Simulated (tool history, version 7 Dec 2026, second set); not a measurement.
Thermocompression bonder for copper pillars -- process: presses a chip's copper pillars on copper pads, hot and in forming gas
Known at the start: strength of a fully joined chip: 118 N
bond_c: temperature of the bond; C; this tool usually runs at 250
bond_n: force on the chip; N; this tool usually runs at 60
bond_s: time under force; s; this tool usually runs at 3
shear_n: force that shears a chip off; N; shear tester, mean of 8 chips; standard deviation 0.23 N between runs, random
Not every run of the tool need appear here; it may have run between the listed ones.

run,hour,bond_c,bond_n,bond_s,shear_n
1,0.0,250,60,3,42.5
# hour 14.2: forming gas filter changed
2,20.3,250,60,3,42.7
3,39.7,250,60,3,43.1
4,66.7,250,85,3,51.9
5,94.8,250,85,3,52.3
6,132.6,250,79,3,50.0
7,157.1,250,45,3,35.9
8,183.3,250,45,3,35.7
9,214.7,250,60,3,43.0

The next listed run, before its measurement:
10,232.3,251,60,2,?

shear_n: 36.9 N
Were there no unlogged condition in the tool, this run, its random variation unchanged, would have produced shear_n 36.5 N.
